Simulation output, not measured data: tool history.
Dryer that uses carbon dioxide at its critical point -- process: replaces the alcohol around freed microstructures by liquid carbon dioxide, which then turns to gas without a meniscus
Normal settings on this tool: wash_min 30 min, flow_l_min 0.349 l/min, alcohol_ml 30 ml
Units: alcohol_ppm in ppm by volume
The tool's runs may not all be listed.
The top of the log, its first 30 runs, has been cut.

run,day,wash_min,flow_l_min,alcohol_ml,alcohol_ppm
31,35.188,46,0.222,52,359
32,36.479,30,0.475,28,135
33,37.942,30,0.475,28,136
34,39.546,30,0.475,28,139
35,40.650,30,0.475,28,153
36,41.667,21,0.455,28,297
37,42.654,21,0.455,28,290
38,43.833,33,0.444,30,144
39,45.246,43,0.360,30,148
40,46.462,23,0.360,31,480

Predict each of these 3 candidate next runs independently; none follows another, all start after run 40:
A,47.229,28,0.349,30,?
B,47.229,20,0.360,31,?
C,47.229,22,0.360,31,?

run,alcohol_ppm
A,313
B,687
C,533
With no hidden state in the tool, these same runs would have given:
run,alcohol_ppm
A,128
B,430
C,303
